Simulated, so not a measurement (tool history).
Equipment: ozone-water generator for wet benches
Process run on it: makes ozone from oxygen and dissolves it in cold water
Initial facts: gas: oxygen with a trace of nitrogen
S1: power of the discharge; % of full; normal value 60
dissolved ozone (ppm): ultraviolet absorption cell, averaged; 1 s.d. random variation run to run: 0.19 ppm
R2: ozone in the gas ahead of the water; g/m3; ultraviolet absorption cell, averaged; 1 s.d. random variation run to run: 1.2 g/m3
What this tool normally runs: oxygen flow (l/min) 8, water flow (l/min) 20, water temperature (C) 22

{"run": 1, "day": 0.0, "S1": 60, "oxygen flow (l/min)": 8, "water flow (l/min)": 20, "water temperature (C)": 22, "dissolved ozone (ppm)": 27, "R2": 210.6}
{"run": 2, "day": 2.725, "S1": 60, "oxygen flow (l/min)": 8, "water flow (l/min)": 20, "water temperature (C)": 22, "dissolved ozone (ppm)": 26.6, "R2": 210.6}
{"run": 3, "day": 4.812, "S1": 60, "oxygen flow (l/min)": 8, "water flow (l/min)": 20, "water temperature (C)": 22, "dissolved ozone (ppm)": 26.6, "R2": 210.7}
{"run": 4, "day": 7.329, "S1": 60, "oxygen flow (l/min)": 8, "water flow (l/min)": 20, "water temperature (C)": 22, "dissolved ozone (ppm)": 27, "R2": 209.9}
{"run": 5, "day": 8.875, "S1": 60, "oxygen flow (l/min)": 8, "water flow (l/min)": 20, "water temperature (C)": 22, "dissolved ozone (ppm)": 26.8, "R2": 208.1}
{"run": 6, "day": 11.392, "S1": 60, "oxygen flow (l/min)": 8, "water flow (l/min)": 20, "water temperature (C)": 22, "dissolved ozone (ppm)": 26.7, "R2": 211.6}
{"run": 7, "day": 12.954, "S1": 60, "oxygen flow (l/min)": 8, "water flow (l/min)": 20, "water temperature (C)": 22, "dissolved ozone (ppm)": 26.8, "R2": 209}
{"run": 8, "day": 15.208, "S1": 60, "oxygen flow (l/min)": 8, "water flow (l/min)": 20, "water temperature (C)": 22, "dissolved ozone (ppm)": 27.1, "R2": 209.5}
{"run": 9, "day": 17.4, "S1": 60, "oxygen flow (l/min)": 8, "water flow (l/min)": 20, "water temperature (C)": 22, "dissolved ozone (ppm)": 26.8, "R2": 209}
{"day": 17.904, "done": "contactor cleaned"}
{"run": 10, "day": 19.475, "S1": 76, "oxygen flow (l/min)": 8, "water flow (l/min)": 18, "water temperature (C)": 25, "dissolved ozone (ppm)": 30.9, "R2": 246.2}
{"run": 11, "day": 21.808, "S1": 68, "oxygen flow (l/min)": 5.49, "water flow (l/min)": 18, "water temperature (C)": 25, "dissolved ozone (ppm)": 31.9, "R2": 288.4}
{"run": 12, "day": 24.475, "S1": 68, "oxygen flow (l/min)": 5.49, "water flow (l/min)": 18, "water temperature (C)": 25, "dissolved ozone (ppm)": 31.9, "R2": 287.9}
{"run": 13, "day": 27.083, "S1": 68, "oxygen flow (l/min)": 5.49, "water flow (l/min)": 18, "water temperature (C)": 25, "dissolved ozone (ppm)": 31.8, "R2": 289.8}
{"run": 14, "day": 30.5, "S1": 58, "oxygen flow (l/min)": 6.15, "water flow (l/min)": 20, "water temperature (C)": 14, "dissolved ozone (ppm)": 31.5, "R2": 242.8}
{"run": 15, "day": 33.762, "S1": 52, "oxygen flow (l/min)": 8, "water flow (l/min)": 19, "water temperature (C)": 26, "dissolved ozone (ppm)": 23.4, "R2": 187.6}

Alternative continuations, all from the tool just after run 15; predict every row:
{"run": "A", "day": 35.758, "S1": 52, "oxygen flow (l/min)": 8, "water flow (l/min)": 16, "water temperature (C)": 20, "dissolved ozone (ppm)": "?", "R2": "?"}
{"run": "B", "day": 35.758, "S1": 56, "oxygen flow (l/min)": 8, "water flow (l/min)": 15, "water temperature (C)": 22, "dissolved ozone (ppm)": "?", "R2": "?"}
{"run": "C", "day": 35.758, "S1": 42, "oxygen flow (l/min)": 8, "water flow (l/min)": 20, "water temperature (C)": 22, "dissolved ozone (ppm)": "?", "R2": "?"}
{"run": "D", "day": 35.758, "S1": 60, "oxygen flow (l/min)": 8, "water flow (l/min)": 20, "water temperature (C)": 18, "dissolved ozone (ppm)": "?", "R2": "?"}

run=A dissolved_ozone_(ppm)=28.7 R2=189.3
run=B dissolved_ozone_(ppm)=29.8 R2=198.5
run=C dissolved_ozone_(ppm)=21.4 R2=166.5
run=D dissolved_ozone_(ppm)=28.5 R2=208.3
Take away the tool's hidden state, keep each run's random variation, and the runs would have read:
run=A dissolved_ozone_(ppm)=28.7 R2=191.6
run=B dissolved_ozone_(ppm)=29.8 R2=200.9
run=C dissolved_ozone_(ppm)=21.4 R2=168.6
run=D dissolved_ozone_(ppm)=28.5 R2=210.9
